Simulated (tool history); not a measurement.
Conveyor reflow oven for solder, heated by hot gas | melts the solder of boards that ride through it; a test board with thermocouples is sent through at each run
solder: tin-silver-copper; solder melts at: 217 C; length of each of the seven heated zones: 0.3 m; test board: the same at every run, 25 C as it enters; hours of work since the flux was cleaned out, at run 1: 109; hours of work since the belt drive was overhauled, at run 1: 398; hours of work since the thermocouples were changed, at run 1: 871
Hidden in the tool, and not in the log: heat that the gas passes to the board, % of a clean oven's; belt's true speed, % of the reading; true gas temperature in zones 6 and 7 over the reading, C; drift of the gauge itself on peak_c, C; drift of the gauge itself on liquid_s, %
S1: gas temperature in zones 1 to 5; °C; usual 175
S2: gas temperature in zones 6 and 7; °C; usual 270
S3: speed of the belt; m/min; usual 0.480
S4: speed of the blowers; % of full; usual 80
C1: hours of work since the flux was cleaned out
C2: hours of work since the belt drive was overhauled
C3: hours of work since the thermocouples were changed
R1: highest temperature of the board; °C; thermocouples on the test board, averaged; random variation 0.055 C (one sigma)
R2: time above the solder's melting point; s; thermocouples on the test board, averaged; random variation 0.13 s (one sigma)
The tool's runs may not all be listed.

run	hour	S1	S2	S3	S4	C1	C2	C3	R1	R2
1	0.0	175	270	0.480	80	109	398	871	259.92	62.6
2	21.9	161	270	0.480	80	118	407	880	258.11	57.4
3	46.3	161	270	0.480	80	128	416	890	258.05	57.2
4	86.8	175	270	0.480	80	144	433	906	259.71	62.8
5	120.2	175	270	0.480	80	157	446	919	259.63	62.6
6	143.2	175	270	0.480	60	167	455	929	257.22	60.8
7	167.7	175	270	0.489	80	176	465	938	259.05	61.0
8	207.7	172	270	0.489	80	192	481	954	258.54	59.9
# hour 224.5: thermocouples of zones 6 and 7 changed
9	238.6	172	282	0.489	80	204	493	6	267.17	64.0
10	262.8	175	282	0.401	76	214	502	15	272.44	82.6
11	301.5	175	282	0.401	76	229	518	31	272.42	82.8
12	335.7	175	282	0.401	76	243	532	45	272.46	82.7
# hour 346.0: flux residue cleaned out of gas plates and filters
13	358.2	175	279	0.504	59	5	539	52	262.94	61.1
14	396.2	175	279	0.504	59	20	554	67	262.72	60.9
15	424.3	176	265	0.478	62	31	565	78	252.34	58.7
16	444.8	172	270	0.480	80	40	573	86	258.21	61.2

5 ways to go on from here, each from the tool as it stands after run 16. What would each give?
A	487.0	171	270	0.480	80	56	590	103	?	?
B	487.0	189	270	0.480	80	56	590	103	?	?
C	487.0	175	270	0.411	80	56	590	103	?	?
D	487.0	181	270	0.424	72	56	590	103	?	?
E	487.0	175	270	0.473	80	56	590	103	?	?

run	R1	R2
A	258.06	60.8
B	260.30	68.4
C	262.05	76.5
D	261.32	75.1
E	258.97	63.5
Without the tool's hidden state the same runs would have given:
run	R1	R2
A	258.53	60.3
B	260.76	67.7
C	262.51	75.7
D	261.76	74.3
E	259.44	63.0
